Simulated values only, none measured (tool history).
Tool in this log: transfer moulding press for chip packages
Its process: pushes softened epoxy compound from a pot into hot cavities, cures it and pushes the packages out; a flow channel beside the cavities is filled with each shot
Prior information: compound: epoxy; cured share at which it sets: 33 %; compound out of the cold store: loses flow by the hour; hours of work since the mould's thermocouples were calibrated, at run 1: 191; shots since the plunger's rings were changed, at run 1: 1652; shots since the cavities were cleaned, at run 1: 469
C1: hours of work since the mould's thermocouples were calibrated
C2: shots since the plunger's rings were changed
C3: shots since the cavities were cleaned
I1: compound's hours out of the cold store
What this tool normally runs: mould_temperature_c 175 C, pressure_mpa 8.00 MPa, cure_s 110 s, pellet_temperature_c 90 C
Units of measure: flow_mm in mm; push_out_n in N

Run 1, hour 0.0: usual settings; C1 191; C2 1652; C3 469; I1 40.6. Result: flow_mm 636 mm, push_out_n 484 N.
Run 2, hour 31.9: usual settings; C1 213; C2 1998; C3 815; I1 33.5. Result: flow_mm 650 mm, push_out_n 511 N.
Run 3, hour 60.5: usual settings; C1 232; C2 2308; C3 1125; I1 37.9. Result: flow_mm 635 mm, push_out_n 520 N.
At hour 71.0: cavities cleaned with cleaning compound and waxed.
Run 4, hour 114.1: usual settings; C1 266; C2 2873; C3 468; I1 11.3. Result: flow_mm 680 mm, push_out_n 491 N.
Run 5, hour 179.0: usual settings; C1 309; C2 3577; C3 1172; I1 43.9. Result: flow_mm 614 mm, push_out_n 541 N.
At hour 184.4: cavities cleaned with cleaning compound and waxed.
Run 6, hour 210.7: usual settings; C1 329; C2 3905; C3 286; I1 27.1. Result: flow_mm 646 mm, push_out_n 463 N.
Run 7, hour 267.4: usual settings; C1 367; C2 4520; C3 901; I1 42.5. Result: flow_mm 608 mm, push_out_n 517 N.
At hour 298.4: cavities cleaned with cleaning compound and waxed.
Run 8, hour 311.9: usual settings; C1 395; C2 4987; C3 147; I1 46.2. Result: flow_mm 606 mm, push_out_n 401 N.
Run 9, hour 344.1: usual settings but mould_temperature_c 169 C; C1 417; C2 5336; C3 496; I1 8.8. Result: flow_mm 685 mm, push_out_n 793 N.
At hour 354.2: plunger's sealing rings changed.
Run 10, hour 391.4: usual settings; C1 446; C2 404; C3 983; I1 10.0. Result: flow_mm 699 mm, push_out_n 553 N.
At hour 414.8: cavities cleaned with cleaning compound and waxed.
Run 11, hour 433.8: usual settings; C1 474; C2 848; C3 207; I1 22.4. Result: flow_mm 675 mm, push_out_n 440 N.
Run 12, hour 461.9: usual settings; C1 492; C2 1152; C3 511; I1 31.6. Result: flow_mm 654 mm, push_out_n 494 N.
Run 13, hour 504.9: usual settings; C1 521; C2 1618; C3 977; I1 36.4. Result: flow_mm 649 mm, push_out_n 547 N.
At hour 520.6: mould's thermocouples calibrated.
At hour 531.2: cavities cleaned with cleaning compound and waxed.
Run 14, hour 539.0: usual settings; C1 11; C2 1950; C3 84; I1 13.6. Result: flow_mm 684 mm, push_out_n 380 N.
Run 15, hour 599.0: usual settings but mould_temperature_c 182 C, cure_s 102 s, pellet_temperature_c 82 C; C1 51; C2 2602; C3 736; I1 30.8. Result: flow_mm 627 mm, push_out_n 430 N.
Run 16, hour 634.7: usual settings but mould_temperature_c 173 C, pressure_mpa 8.19 MPa, cure_s 98 s; C1 75; C2 2989; C3 1123; I1 14.3. Result: flow_mm 687 mm, push_out_n 771 N.
At hour 643.0: cavities cleaned with cleaning compound and waxed.
Run 17, hour 698.0: usual settings but mould_temperature_c 173 C, pressure_mpa 6.19 MPa, cure_s 148 s; C1 116; C2 3659; C3 596; I1 34.9. Result: flow_mm 565 mm, push_out_n 398 N.
At hour 754.8: cavities cleaned with cleaning compound and waxed.
Run 18, hour 754.8: usual settings but pressure_mpa 7.60 MPa; C1 152; C2 4259; C3 0; I1 43.7. Result: flow_mm 595 mm, push_out_n 344 N.
Run 19, hour 792.8: usual settings but pressure_mpa 7.60 MPa; C1 178; C2 4672; C3 413; I1 33.8. Result: flow_mm 611 mm, push_out_n 447 N.
Run 20, hour 848.4: usual settings but pressure_mpa 7.60 MPa, cure_s 115 s, pellet_temperature_c 86 C; C1 214; C2 5275; C3 1016; I1 40.1. Result: flow_mm 596 mm, push_out_n 489 N.
At hour 865.2: plunger's sealing rings changed.
At hour 871.6: cavities cleaned with cleaning compound and waxed.
Run 21, hour 884.1: usual settings but pressure_mpa 7.60 MPa, cure_s 115 s, pellet_temperature_c 86 C; C1 236; C2 189; C3 135; I1 12.6. Result: flow_mm 675 mm, push_out_n 383 N.
Run 22, hour 942.9: usual settings but pressure_mpa 7.60 MPa, cure_s 115 s, pellet_temperature_c 86 C; C1 275; C2 827; C3 773; I1 35.4. Result: flow_mm 626 mm, push_out_n 476 N.

Predict the results of run 23:
Run 23, hour 970.4: usual settings but pressure_mpa 7.60 MPa, cure_s 115 s, pellet_temperature_c 86 C; C1 293; C2 1125; C3 1071; I1 40.9. Result: flow_mm ?, push_out_n ?.

{"run 23": {"flow_mm": 618, "push_out_n": 498}}
With the hidden condition absent and the run-to-run variation left alone, this run would have shown flow_mm 626 mm, push_out_n 319 N.
